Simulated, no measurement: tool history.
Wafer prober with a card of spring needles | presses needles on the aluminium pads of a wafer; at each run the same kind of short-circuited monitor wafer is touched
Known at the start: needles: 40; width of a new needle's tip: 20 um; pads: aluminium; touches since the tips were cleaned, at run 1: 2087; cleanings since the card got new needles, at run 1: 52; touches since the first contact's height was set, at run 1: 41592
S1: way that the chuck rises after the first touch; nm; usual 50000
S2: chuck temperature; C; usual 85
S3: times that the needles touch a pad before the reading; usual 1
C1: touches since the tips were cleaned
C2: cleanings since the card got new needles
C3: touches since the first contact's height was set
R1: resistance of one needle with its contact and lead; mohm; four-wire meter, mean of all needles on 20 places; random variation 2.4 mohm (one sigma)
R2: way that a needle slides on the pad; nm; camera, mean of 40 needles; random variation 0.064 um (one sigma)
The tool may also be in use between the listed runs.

{"run": 1, "hour": 0.0, "S1": 50000, "S2": 85, "S3": 1, "C1": 2087, "C2": 52, "C3": 41592, "R1": 306, "R2": 13070}
{"hour": 2.9, "done": "tips cleaned on abrasive film"}
{"hour": 12.6, "done": "tips cleaned on abrasive film"}
{"run": 2, "hour": 13.4, "S1": 50000, "S2": 85, "S3": 1, "C1": 224, "C2": 54, "C3": 45515, "R1": 281, "R2": 13140}
{"hour": 22.3, "done": "tips cleaned on abrasive film"}
{"run": 3, "hour": 22.3, "S1": 50000, "S2": 85, "S3": 1, "C1": 0, "C2": 55, "C3": 48160, "R1": 278, "R2": 13170}
{"run": 4, "hour": 30.8, "S1": 50000, "S2": 85, "S3": 1, "C1": 2511, "C2": 55, "C3": 50671, "R1": 303, "R2": 13050}
{"hour": 32.1, "done": "tips cleaned on abrasive film"}
{"run": 5, "hour": 37.6, "S1": 50000, "S2": 85, "S3": 1, "C1": 1647, "C2": 56, "C3": 52681, "R1": 304, "R2": 13090}
{"hour": 41.6, "done": "tips cleaned on abrasive film"}
{"run": 6, "hour": 47.8, "S1": 50000, "S2": 85, "S3": 1, "C1": 1842, "C2": 57, "C3": 55702, "R1": 303, "R2": 13130}
{"hour": 51.2, "done": "tips cleaned on abrasive film"}
{"run": 7, "hour": 59.4, "S1": 50000, "S2": 85, "S3": 1, "C1": 2462, "C2": 58, "C3": 59126, "R1": 303, "R2": 12960}
{"hour": 60.5, "done": "tips cleaned on abrasive film"}
{"run": 8, "hour": 67.5, "S1": 41000, "S2": 85, "S3": 1, "C1": 2107, "C2": 59, "C3": 61516, "R1": 319, "R2": 10610}
{"hour": 70.5, "done": "tips cleaned on abrasive film"}
{"hour": 79.6, "done": "tips cleaned on abrasive film"}
{"run": 9, "hour": 79.6, "S1": 41000, "S2": 85, "S3": 1, "C1": 0, "C2": 61, "C3": 65063, "R1": 289, "R2": 10530}
{"hour": 89.1, "done": "tips cleaned on abrasive film"}
{"run": 10, "hour": 91.1, "S1": 41000, "S2": 85, "S3": 1, "C1": 618, "C2": 62, "C3": 68462, "R1": 298, "R2": 10630}
{"hour": 98.2, "done": "tips cleaned on abrasive film"}
{"run": 11, "hour": 101.1, "S1": 50000, "S2": 85, "S3": 2, "C1": 859, "C2": 63, "C3": 71401, "R1": 283, "R2": 12860}
{"hour": 107.7, "done": "tips cleaned on abrasive film"}
{"run": 12, "hour": 107.9, "S1": 50000, "S2": 85, "S3": 2, "C1": 59, "C2": 64, "C3": 73388, "R1": 276, "R2": 12930}
{"hour": 117.5, "done": "tips cleaned on abrasive film"}
{"run": 13, "hour": 121.0, "S1": 50000, "S2": 85, "S3": 2, "C1": 1048, "C2": 65, "C3": 77269, "R1": 285, "R2": 12900}
{"hour": 126.6, "done": "tips cleaned on abrasive film"}
{"run": 14, "hour": 130.7, "S1": 39000, "S2": 41, "S3": 1, "C1": 1214, "C2": 66, "C3": 80142, "R1": 298, "R2": 10000}
{"hour": 136.7, "done": "tips cleaned on abrasive film"}
{"run": 15, "hour": 139.8, "S1": 39000, "S2": 41, "S3": 1, "C1": 905, "C2": 67, "C3": 82810, "R1": 295, "R2": 9940}
{"hour": 146.0, "done": "tips cleaned on abrasive film"}
{"run": 16, "hour": 149.7, "S1": 50000, "S2": 81, "S3": 2, "C1": 1118, "C2": 68, "C3": 85748, "R1": 284, "R2": 12870}
{"hour": 155.3, "done": "tips cleaned on abrasive film"}
{"run": 17, "hour": 156.5, "S1": 57000, "S2": 34, "S3": 1, "C1": 354, "C2": 69, "C3": 87745, "R1": 261, "R2": 14640}
{"hour": 164.6, "done": "tips cleaned on abrasive film"}
{"run": 18, "hour": 166.0, "S1": 46000, "S2": 85, "S3": 1, "C1": 420, "C2": 70, "C3": 90556, "R1": 289, "R2": 11750}
{"run": 19, "hour": 172.0, "S1": 32000, "S2": 37, "S3": 1, "C1": 2203, "C2": 70, "C3": 92339, "R1": 356, "R2": 8000}
{"hour": 174.2, "done": "tips cleaned on abrasive film"}
{"run": 20, "hour": 178.9, "S1": 32000, "S2": 37, "S3": 1, "C1": 1390, "C2": 71, "C3": 94350, "R1": 330, "R2": 8190}
{"hour": 184.2, "done": "tips cleaned on abrasive film"}
{"hour": 193.3, "done": "tips cleaned on abrasive film"}
{"run": 21, "hour": 193.4, "S1": 32000, "S2": 37, "S3": 1, "C1": 8, "C2": 73, "C3": 98614, "R1": 287, "R2": 7970}
{"hour": 202.4, "done": "tips cleaned on abrasive film"}
{"run": 22, "hour": 204.8, "S1": 51000, "S2": 85, "S3": 2, "C1": 691, "C2": 74, "C3": 101985, "R1": 285, "R2": 13080}
{"hour": 211.6, "done": "tips cleaned on abrasive film"}
{"run": 23, "hour": 214.5, "S1": 51000, "S2": 85, "S3": 2, "C1": 845, "C2": 75, "C3": 104848, "R1": 282, "R2": 13020}
{"hour": 221.6, "done": "tips cleaned on abrasive film"}
{"run": 24, "hour": 224.0, "S1": 52000, "S2": 32, "S3": 2, "C1": 714, "C2": 76, "C3": 107658, "R1": 265, "R2": 13280}

Forecast each of these 5 alternatives for the next run:
{"hour": 231.6, "done": "tips cleaned on abrasive film"}
{"run": "A", "hour": 231.6, "S1": 52000, "S2": 85, "S3": 2, "C1": 0, "C2": 77, "C3": 109889, "R1": "?", "R2": "?"}
{"hour": 231.6, "done": "tips cleaned on abrasive film"}
{"run": "B", "hour": 231.6, "S1": 43000, "S2": 32, "S3": 2, "C1": 0, "C2": 77, "C3": 109889, "R1": "?", "R2": "?"}
{"hour": 231.6, "done": "tips cleaned on abrasive film"}
{"run": "C", "hour": 231.6, "S1": 50000, "S2": 85, "S3": 2, "C1": 0, "C2": 77, "C3": 109889, "R1": "?", "R2": "?"}
{"hour": 231.6, "done": "tips cleaned on abrasive film"}
{"run": "D", "hour": 231.6, "S1": 58000, "S2": 32, "S3": 1, "C1": 0, "C2": 77, "C3": 109889, "R1": "?", "R2": "?"}
{"hour": 231.6, "done": "tips cleaned on abrasive film"}
{"run": "E", "hour": 231.6, "S1": 48000, "S2": 85, "S3": 3, "C1": 0, "C2": 77, "C3": 109889, "R1": "?", "R2": "?"}

run=A R1=280 R2=13310
run=B R1=265 R2=10870
run=C R1=278 R2=12780
run=D R1=260 R2=14860
run=E R1=277 R2=12150
Without the tool's hidden state the same runs would have given:
run=A R1=276 R2=13860
run=B R1=260 R2=11420
run=C R1=274 R2=13330
run=D R1=256 R2=15410
run=E R1=274 R2=12700

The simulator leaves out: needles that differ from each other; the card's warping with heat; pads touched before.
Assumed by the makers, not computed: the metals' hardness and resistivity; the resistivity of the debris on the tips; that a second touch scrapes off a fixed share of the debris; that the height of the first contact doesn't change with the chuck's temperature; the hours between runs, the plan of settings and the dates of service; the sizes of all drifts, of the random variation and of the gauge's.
